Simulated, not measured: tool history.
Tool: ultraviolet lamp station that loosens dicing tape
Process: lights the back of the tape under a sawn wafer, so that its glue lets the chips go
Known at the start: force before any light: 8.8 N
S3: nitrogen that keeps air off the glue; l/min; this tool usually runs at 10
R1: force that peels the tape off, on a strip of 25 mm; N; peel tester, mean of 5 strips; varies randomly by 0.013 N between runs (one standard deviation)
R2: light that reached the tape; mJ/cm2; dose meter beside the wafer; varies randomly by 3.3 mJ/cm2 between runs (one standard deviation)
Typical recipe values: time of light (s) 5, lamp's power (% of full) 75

run 1 day=0 | time_of_light_(s)=5 lamp's_power_(%_of_full)=75 S3=10 | R1=0.762 R2=470
run 2 day=0.379 | time_of_light_(s)=5 lamp's_power_(%_of_full)=75 S3=10 | R1=0.782 R2=474
run 3 day=0.625 | time_of_light_(s)=5 lamp's_power_(%_of_full)=75 S3=10 | R1=0.779 R2=470
run 4 day=1.075 | time_of_light_(s)=5 lamp's_power_(%_of_full)=75 S3=10 | R1=0.788 R2=470
run 5 day=1.362 | time_of_light_(s)=5 lamp's_power_(%_of_full)=75 S3=10 | R1=0.78 R2=467
run 6 day=1.6 | time_of_light_(s)=5 lamp's_power_(%_of_full)=75 S3=10 | R1=0.785 R2=466
run 7 day=1.879 | time_of_light_(s)=5 lamp's_power_(%_of_full)=75 S3=10 | R1=0.792 R2=465
run 8 day=2.188 | time_of_light_(s)=5 lamp's_power_(%_of_full)=75 S3=10 | R1=0.788 R2=472
run 9 day=2.4 | time_of_light_(s)=5 lamp's_power_(%_of_full)=75 S3=10 | R1=0.763 R2=460
run 10 day=2.725 | time_of_light_(s)=5 lamp's_power_(%_of_full)=75 S3=10 | R1=0.782 R2=463
run 11 day=3.167 | time_of_light_(s)=5 lamp's_power_(%_of_full)=79 S3=10 | R1=0.731 R2=489
run 12 day=3.529 | time_of_light_(s)=5 lamp's_power_(%_of_full)=79 S3=10 | R1=0.73 R2=492
run 13 day=3.896 | time_of_light_(s)=5 lamp's_power_(%_of_full)=79 S3=10 | R1=0.711 R2=491
run 14 day=4.254 | time_of_light_(s)=5 lamp's_power_(%_of_full)=75 S3=10 | R1=0.803 R2=459
run 15 day=4.529 | time_of_light_(s)=5 lamp's_power_(%_of_full)=84 S3=5 | R1=1.196 R2=522
run 16 day=4.983 | time_of_light_(s)=5 lamp's_power_(%_of_full)=78 S3=3 | R1=1.942 R2=477
run 17 day=5.388 | time_of_light_(s)=5 lamp's_power_(%_of_full)=98 S3=5 | R1=0.933 R2=598
run 18 day=5.579 | time_of_light_(s)=5 lamp's_power_(%_of_full)=73 S3=9 | R1=0.943 R2=443
run 19 day=5.912 | time_of_light_(s)=7 lamp's_power_(%_of_full)=66 S3=9 | R1=0.581 R2=556
run 20 day=6.129 | time_of_light_(s)=9 lamp's_power_(%_of_full)=66 S3=13 | R1=0.22 R2=725
run 21 day=6.408 | time_of_light_(s)=5 lamp's_power_(%_of_full)=66 S3=14 | R1=0.827 R2=397
run 22 day=6.696 | time_of_light_(s)=3 lamp's_power_(%_of_full)=92 S3=10 | R1=1.497 R2=335
run 23 day=7.025 | time_of_light_(s)=3 lamp's_power_(%_of_full)=92 S3=10 | R1=1.532 R2=328
run 24 day=7.292 | time_of_light_(s)=3 lamp's_power_(%_of_full)=69 S3=10 | R1=2.225 R2=251
run 25 day=7.533 | time_of_light_(s)=3 lamp's_power_(%_of_full)=75 S3=18 | R1=1.471 R2=271
run 26 day=7.942 | time_of_light_(s)=2 lamp's_power_(%_of_full)=63 S3=5 | R1=4.828 R2=148

Some steps in R1, run to run, broken into two amounts with sign: the step expected even without the hidden condition (settings, incoming material, random variation), and the rest, left for the hidden condition together with whatever gauge scatter is not in both the measured and the hidden-condition-free result:
What the log doesn't record here: lamp's light, % of a new lamp's; light that the window lets through, % of a clean one's; drift of the gauge itself on peel_n, %; drift of the gauge itself on dose_mj_cm2, %.
Run 16 -> 17: lamp's power (% of full) 78 -> 98, S3 3 -> 5. R1 -1.009 N: hidden state -0.146, all else -0.863.
Run 20 -> 21: time of light (s) 9 -> 5, S3 13 -> 14. R1 +0.607 N: hidden state +0.199, all else +0.408.
Run 25 -> 26: time of light (s) 3 -> 2, lamp's power (% of full) 75 -> 63, S3 18 -> 5. R1 +3.357 N: hidden state +0.125, all else +3.232.

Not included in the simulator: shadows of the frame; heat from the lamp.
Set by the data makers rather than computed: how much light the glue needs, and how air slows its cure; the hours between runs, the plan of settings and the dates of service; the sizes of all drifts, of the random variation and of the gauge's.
